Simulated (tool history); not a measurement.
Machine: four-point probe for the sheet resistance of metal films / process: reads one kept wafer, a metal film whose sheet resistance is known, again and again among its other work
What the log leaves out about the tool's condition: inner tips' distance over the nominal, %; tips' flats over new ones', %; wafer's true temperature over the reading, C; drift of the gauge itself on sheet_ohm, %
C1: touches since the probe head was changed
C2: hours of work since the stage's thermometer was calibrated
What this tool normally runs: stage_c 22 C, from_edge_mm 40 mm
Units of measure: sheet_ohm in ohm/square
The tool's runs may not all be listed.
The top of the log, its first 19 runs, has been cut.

run 20 hour=850.8 | stage_c=24 from_edge_mm=9 | C1=26885 C2=1442 | sheet_ohm=10.714426
run 21 hour=905.2 | stage_c=24 from_edge_mm=9 | C1=28046 C2=1466 | sheet_ohm=10.721960
run 22 hour=957.9 | stage_c=22 from_edge_mm=4 | C1=29170 C2=1489 | sheet_ohm=10.851210
run 23 hour=989.2 | stage_c=22 from_edge_mm=4 | C1=29836 C2=1503 | sheet_ohm=10.850430
run 24 hour=1024.8 | stage_c=22 from_edge_mm=4 | C1=30594 C2=1519 | sheet_ohm=10.846776
run 25 hour=1065.3 | stage_c=22 from_edge_mm=7 | C1=31459 C2=1537 | sheet_ohm=10.753460
run 26 hour=1100.6 | stage_c=19 from_edge_mm=35 | C1=32211 C2=1553 | sheet_ohm=10.742810
run 27 hour=1149.8 | stage_c=21 from_edge_mm=5 | C1=33260 C2=1575 | sheet_ohm=10.811440
run 28 hour=1203.7 | stage_c=21 from_edge_mm=5 | C1=34409 C2=1599 | sheet_ohm=10.809439
run 29 hour=1253.6 | stage_c=24 from_edge_mm=44 | C1=35473 C2=1622 | sheet_ohm=10.688605
run 30 hour=1288.1 | stage_c=24 from_edge_mm=44 | C1=36208 C2=1637 | sheet_ohm=10.686421
run 31 hour=1326.7 | stage_c=26 from_edge_mm=20 | C1=37031 C2=1654 | sheet_ohm=10.672580
run 32 hour=1354.3 | stage_c=26 from_edge_mm=20 | C1=37619 C2=1667 | sheet_ohm=10.669003
run 33 hour=1392.7 | stage_c=31 from_edge_mm=43 | C1=38438 C2=1684 | sheet_ohm=10.616663
run 34 hour=1430.9 | stage_c=20 from_edge_mm=25 | C1=39253 C2=1701 | sheet_ohm=10.725401

Each row is a separate what-if for the run after 34, all from the same tool condition, not one after another. Results?
run A hour=1456.2 | stage_c=23 from_edge_mm=59 | C1=39792 C2=1712 | sheet_ohm=?
run B hour=1456.2 | stage_c=22 from_edge_mm=73 | C1=39792 C2=1712 | sheet_ohm=?
run C hour=1456.2 | stage_c=21 from_edge_mm=21 | C1=39792 C2=1712 | sheet_ohm=?
run D hour=1456.2 | stage_c=19 from_edge_mm=40 | C1=39792 C2=1712 | sheet_ohm=?

run=A sheet_ohm=10.692977
run=B sheet_ohm=10.704962
run=C sheet_ohm=10.718326
run=D sheet_ohm=10.735952
With no hidden state in the tool, these same runs would have given:
run=A sheet_ohm=10.782025
run=B sheet_ohm=10.794062
run=C sheet_ohm=10.807485
run=D sheet_ohm=10.825164
